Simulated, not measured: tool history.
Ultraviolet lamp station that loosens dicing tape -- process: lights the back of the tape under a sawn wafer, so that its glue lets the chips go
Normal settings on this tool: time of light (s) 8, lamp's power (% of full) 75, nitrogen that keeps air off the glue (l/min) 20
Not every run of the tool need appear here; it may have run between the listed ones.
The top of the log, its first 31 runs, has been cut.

run	hour	time of light (s)	lamp's power (% of full)	nitrogen that keeps air off the glue (l/min)	force that peels the tape off (N)	light that reached the tape (mJ/cm²)
# hour 1524.7: window cleaned of glue's vapour
32	1543.7	4	70	20	1.378	76
33	1602.7	8	81	20	0.259	164
34	1637.1	8	82	27	0.185	163
35	1668.4	9	93	20	0.156	211
36	1715.3	9	93	8	0.397	209
37	1774.6	10	75	20	0.208	187
38	1810.1	6	68	13	1.177	101
39	1857.2	6	68	13	1.177	97
# hour 1862.0: lamp changed
40	1901.9	7	65	11	0.739	139
41	1952.6	9	92	16	0.131	245
42	1998.4	12	70	20	0.107	245

Branching from run 42: 4 alternative next runs. What would each branch give?
A	2026.1	8	90	20	?	?
B	2026.1	7	96	20	?	?
C	2026.1	9	70	20	?	?
D	2026.1	11	75	20	?	?

run	force that peels the tape off (N)	light that reached the tape (mJ/cm²)
A	0.153	214
B	0.180	198
C	0.191	187
D	0.119	243
The same runs, with their run-to-run variation unchanged, on a tool lacking any hidden condition would have given:
run	force that peels the tape off (N)	light that reached the tape (mJ/cm²)
A	0.119	244
B	0.136	226
C	0.138	214
D	0.099	278

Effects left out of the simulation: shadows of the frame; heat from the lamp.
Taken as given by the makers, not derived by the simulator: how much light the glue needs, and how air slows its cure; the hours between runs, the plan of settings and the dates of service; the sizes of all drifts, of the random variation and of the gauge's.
